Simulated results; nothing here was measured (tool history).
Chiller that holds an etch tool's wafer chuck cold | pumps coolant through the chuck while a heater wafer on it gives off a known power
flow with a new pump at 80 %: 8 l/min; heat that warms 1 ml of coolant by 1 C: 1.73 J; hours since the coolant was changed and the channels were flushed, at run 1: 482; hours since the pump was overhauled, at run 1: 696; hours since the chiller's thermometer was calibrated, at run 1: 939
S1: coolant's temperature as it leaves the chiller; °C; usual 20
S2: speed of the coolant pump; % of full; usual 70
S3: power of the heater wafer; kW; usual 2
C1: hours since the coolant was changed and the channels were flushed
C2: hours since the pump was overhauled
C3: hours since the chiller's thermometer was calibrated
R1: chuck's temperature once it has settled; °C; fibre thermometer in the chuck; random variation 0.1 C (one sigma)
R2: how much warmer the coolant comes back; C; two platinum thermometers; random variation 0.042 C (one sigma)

run	hour	S1	S2	S3	C1	C2	C3	R1	R2
1	0	20	70	2	482	696	939	45.7	10.1
2	18.6	20	70	2	500	715	958	45.7	10.18
3	41.9	20	70	1.756	524	738	981	42.5	8.86
4	81.8	20	70	2	564	778	1021	45.8	10.07
5	121.8	20	70	2	604	818	1061	45.7	10.15
6	151.7	20	63	2	634	848	1091	47.5	11.15
7	170.9	20	63	2	653	867	1110	47.6	11.17
8	196	20	74	2	678	892	1135	44.9	9.67
9	227.7	20	82	1.717	710	924	1167	40.6	7.47
10	267.9	20	82	1.717	750	964	1207	40.5	7.39
11	310.2	20	87	1.717	792	1007	1249	40	7.17
12	343.8	20	83	2	826	1040	1283	43.8	8.64
13	362.5	28	67	2.931	844	1059	1302	67.3	15.61
14	390.4	20	70	1.586	872	1087	1330	40.8	8.07
15	430.2	20	70	1.586	912	1127	1369	40.8	8.04

4 ways to go on from here, each from the tool as it stands after run 15. What would each give?
A	462.6	20	70	2.522	944	1159	1402	?	?
B	462.6	10	70	1.427	944	1159	1402	?	?
C	462.6	20	70	1.099	944	1159	1402	?	?
D	462.6	11	70	1.518	944	1159	1402	?	?

run	R1	R2
A	53.1	12.88
B	28.7	7.29
C	34.5	5.56
D	31.1	7.69
Without the tool's hidden state the same runs would have given:
run	R1	R2
A	51.1	12.48
B	27.5	7.06
C	33.5	5.39
D	29.8	7.45

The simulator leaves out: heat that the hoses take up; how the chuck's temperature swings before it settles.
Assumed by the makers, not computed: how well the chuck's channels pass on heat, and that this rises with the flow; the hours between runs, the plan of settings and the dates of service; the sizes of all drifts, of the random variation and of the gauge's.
